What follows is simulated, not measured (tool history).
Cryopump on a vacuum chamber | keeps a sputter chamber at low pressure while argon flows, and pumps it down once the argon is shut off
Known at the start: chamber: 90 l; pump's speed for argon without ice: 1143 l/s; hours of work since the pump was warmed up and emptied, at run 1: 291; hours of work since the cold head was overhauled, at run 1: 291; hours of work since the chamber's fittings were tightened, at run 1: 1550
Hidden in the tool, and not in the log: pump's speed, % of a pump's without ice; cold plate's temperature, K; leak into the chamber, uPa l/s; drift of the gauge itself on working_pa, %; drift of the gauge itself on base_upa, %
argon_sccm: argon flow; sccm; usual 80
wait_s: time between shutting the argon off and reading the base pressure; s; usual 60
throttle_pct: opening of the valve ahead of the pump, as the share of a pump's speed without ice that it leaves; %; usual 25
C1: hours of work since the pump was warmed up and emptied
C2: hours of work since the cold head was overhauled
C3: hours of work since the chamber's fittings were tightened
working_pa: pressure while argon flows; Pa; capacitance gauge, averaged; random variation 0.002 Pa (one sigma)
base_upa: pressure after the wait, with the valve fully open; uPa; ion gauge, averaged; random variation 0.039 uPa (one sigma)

run 1 hour=0 | argon_sccm=80 wait_s=60 throttle_pct=25 | C1=291 C2=291 C3=1550 | working_pa=0.4815 base_upa=3.11
run 2 hour=11.3 | argon_sccm=80 wait_s=60 throttle_pct=25 | C1=297 C2=297 C3=1556 | working_pa=0.4764 base_upa=3.11
run 3 hour=25.9 | argon_sccm=80 wait_s=60 throttle_pct=25 | C1=305 C2=305 C3=1564 | working_pa=0.4835 base_upa=3.2
run 4 hour=38.9 | argon_sccm=80 wait_s=268 throttle_pct=25 | C1=312 C2=312 C3=1571 | working_pa=0.48 base_upa=1.67
run 5 hour=51.7 | argon_sccm=80 wait_s=268 throttle_pct=25 | C1=319 C2=319 C3=1578 | working_pa=0.4809 base_upa=1.61
run 6 hour=67.4 | argon_sccm=106 wait_s=60 throttle_pct=25 | C1=327 C2=327 C3=1587 | working_pa=0.6397 base_upa=3.14
run 7 hour=78 | argon_sccm=106 wait_s=60 throttle_pct=25 | C1=333 C2=333 C3=1593 | working_pa=0.6339 base_upa=3.1
run 8 hour=88.8 | argon_sccm=80 wait_s=60 throttle_pct=25 | C1=339 C2=339 C3=1599 | working_pa=0.4837 base_upa=3.06
run 9 hour=99.8 | argon_sccm=80 wait_s=60 throttle_pct=25 | C1=345 C2=345 C3=1605 | working_pa=0.4854 base_upa=3.22
run 10 hour=111.9 | argon_sccm=80 wait_s=60 throttle_pct=25 | C1=352 C2=352 C3=1611 | working_pa=0.48 base_upa=3.16
run 11 hour=119.9 | argon_sccm=80 wait_s=244 throttle_pct=25 | C1=356 C2=356 C3=1616 | working_pa=0.4826 base_upa=1.7
run 12 hour=130.5 | argon_sccm=80 wait_s=60 throttle_pct=25 | C1=362 C2=362 C3=1621 | working_pa=0.4835 base_upa=3.13
run 13 hour=138.6 | argon_sccm=80 wait_s=60 throttle_pct=25 | C1=366 C2=366 C3=1626 | working_pa=0.4853 base_upa=3.12
run 14 hour=150 | argon_sccm=80 wait_s=60 throttle_pct=25 | C1=372 C2=372 C3=1632 | working_pa=0.4826 base_upa=3.11
run 15 hour=164 | argon_sccm=80 wait_s=60 throttle_pct=25 | C1=380 C2=380 C3=1640 | working_pa=0.4844 base_upa=3.16
run 16 hour=177.4 | argon_sccm=80 wait_s=60 throttle_pct=33 | C1=387 C2=387 C3=1647 | working_pa=0.3705 base_upa=3.23
run 17 hour=185.5 | argon_sccm=80 wait_s=60 throttle_pct=33 | C1=392 C2=392 C3=1651 | working_pa=0.3691 base_upa=3.17
run 18 hour=202.5 | argon_sccm=80 wait_s=170 throttle_pct=25 | C1=401 C2=401 C3=1661 | working_pa=0.4841 base_upa=1.94
run 19 hour=213.4 | argon_sccm=122 wait_s=170 throttle_pct=28 | C1=407 C2=407 C3=1666 | working_pa=0.6635 base_upa=1.96
run 20 hour=222.8 | argon_sccm=122 wait_s=170 throttle_pct=28 | C1=412 C2=412 C3=1672 | working_pa=0.6569 base_upa=1.91
run 21 hour=235.5 | argon_sccm=127 wait_s=121 throttle_pct=28 | C1=419 C2=419 C3=1678 | working_pa=0.6913 base_upa=2.2
run 22 hour=249.1 | argon_sccm=128 wait_s=138 throttle_pct=25 | C1=426 C2=426 C3=1686 | working_pa=0.78 base_upa=2.14
run 23 hour=261.9 | argon_sccm=56 wait_s=43 throttle_pct=34 | C1=433 C2=433 C3=1693 | working_pa=0.2494 base_upa=4
run 24 hour=270.4 | argon_sccm=80 wait_s=60 throttle_pct=51 | C1=438 C2=438 C3=1698 | working_pa=0.2426 base_upa=3.25
run 25 hour=278.2 | argon_sccm=80 wait_s=60 throttle_pct=51 | C1=442 C2=442 C3=1702 | working_pa=0.2447 base_upa=3.11
run 26 hour=292.6 | argon_sccm=80 wait_s=60 throttle_pct=51 | C1=450 C2=450 C3=1710 | working_pa=0.2453 base_upa=3.3
run 27 hour=309 | argon_sccm=80 wait_s=60 throttle_pct=51 | C1=459 C2=459 C3=1719 | working_pa=0.2445 base_upa=3.2
run 28 hour=323.1 | argon_sccm=85 wait_s=60 throttle_pct=23 | C1=467 C2=467 C3=1726 | working_pa=0.5611 base_upa=3.18
run 29 hour=338.7 | argon_sccm=102 wait_s=244 throttle_pct=25 | C1=475 C2=475 C3=1735 | working_pa=0.6153 base_upa=1.82
run 30 hour=346.5 | argon_sccm=102 wait_s=244 throttle_pct=25 | C1=480 C2=480 C3=1739 | working_pa=0.6156 base_upa=1.81
run 31 hour=363.1 | argon_sccm=102 wait_s=244 throttle_pct=25 | C1=489 C2=489 C3=1748 | working_pa=0.6203 base_upa=1.84
run 32 hour=376.6 | argon_sccm=45 wait_s=35 throttle_pct=21 | C1=496 C2=496 C3=1755 | working_pa=0.3241 base_upa=4.62
run 33 hour=384.8 | argon_sccm=80 wait_s=113 throttle_pct=25 | C1=500 C2=500 C3=1760 | working_pa=0.4873 base_upa=2.36
run 34 hour=399.1 | argon_sccm=115 wait_s=25 throttle_pct=17 | C1=508 C2=508 C3=1768 | working_pa=1.0217 base_upa=6.05

Forecast each of these 3 alternatives for the next run:
run A hour=407.5 | argon_sccm=67 wait_s=24 throttle_pct=32 | C1=513 C2=513 C3=1772 | working_pa=? base_upa=?
run B hour=407.5 | argon_sccm=115 wait_s=52 throttle_pct=17 | C1=513 C2=513 C3=1772 | working_pa=? base_upa=?
run C hour=407.5 | argon_sccm=56 wait_s=60 throttle_pct=32 | C1=513 C2=513 C3=1772 | working_pa=? base_upa=?

run=A working_pa=0.3171 base_upa=6.23
run=B working_pa=1.0212 base_upa=3.52
run=C working_pa=0.2689 base_upa=3.22
Without the tool's hidden state the same runs would have given:
run=A working_pa=0.3061 base_upa=5.14
run=B working_pa=1.0019 base_upa=2.47
run=C working_pa=0.2595 base_upa=2.17
